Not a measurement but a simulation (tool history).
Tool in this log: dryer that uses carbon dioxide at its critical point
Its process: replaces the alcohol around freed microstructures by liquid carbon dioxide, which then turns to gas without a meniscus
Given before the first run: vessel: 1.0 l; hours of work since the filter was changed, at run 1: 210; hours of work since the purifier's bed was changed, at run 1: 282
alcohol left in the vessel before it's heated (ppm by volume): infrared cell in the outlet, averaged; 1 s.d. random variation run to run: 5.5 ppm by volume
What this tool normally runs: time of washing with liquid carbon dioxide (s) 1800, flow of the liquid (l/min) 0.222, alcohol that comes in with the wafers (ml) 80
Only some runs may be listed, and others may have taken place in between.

run,day,time of washing with liquid carbon dioxide (s),flow of the liquid (l/min),alcohol that comes in with the wafers (ml),hours of work since the filter was changed,hours of work since the purifier's bed was changed,alcohol left in the vessel before it's heated (ppm by volume)
1,0,1800,0.222,80,210,282,308
2,2.183,1800,0.256,80,242,313,196
3,3.317,1800,0.256,80,258,330,210
4,5.254,1800,0.256,80,286,357,213
# day 6.412: inlet filter changed
5,7.167,1800,0.256,80,11,384,182
6,9.562,1800,0.222,33,45,419,192
7,11.238,1800,0.222,80,69,443,301
8,13.904,1200,0.222,80,107,481,1566
9,16.312,1200,0.222,80,142,515,1663
10,17.704,1200,0.249,80,162,535,1149
11,18.808,2400,0.315,54,178,551,161
12,20.504,1440,0.222,105,202,575,1166
13,22.804,1800,0.204,26,235,608,300
14,24.488,1800,0.186,80,259,632,811
15,26.042,2460,0.186,72,281,655,279
# day 27.496: inlet filter changed
16,27.496,2460,0.186,72,0,675,244
17,29.054,1500,0.23,72,22,697,549
18,30.579,1500,0.23,72,44,719,566
19,32.896,2100,0.17,52,77,752,420

What if the next run were any one of these 5? Each begins from the tool's condition after run 19:
A,34.212,1680,0.222,53,96,771,?
B,34.212,2520,0.255,52,96,771,?
C,34.212,1740,0.222,71,96,771,?
D,34.212,1800,0.169,45,96,771,?
E,34.212,1620,0.17,52,96,771,?

run,alcohol left in the vessel before it's heated (ppm by volume)
A,391
B,230
C,413
D,633
E,965
Without the tool's unlogged condition, the same runs would have read:
run,alcohol left in the vessel before it's heated (ppm by volume)
A,153
B,16
C,167
D,366
E,661
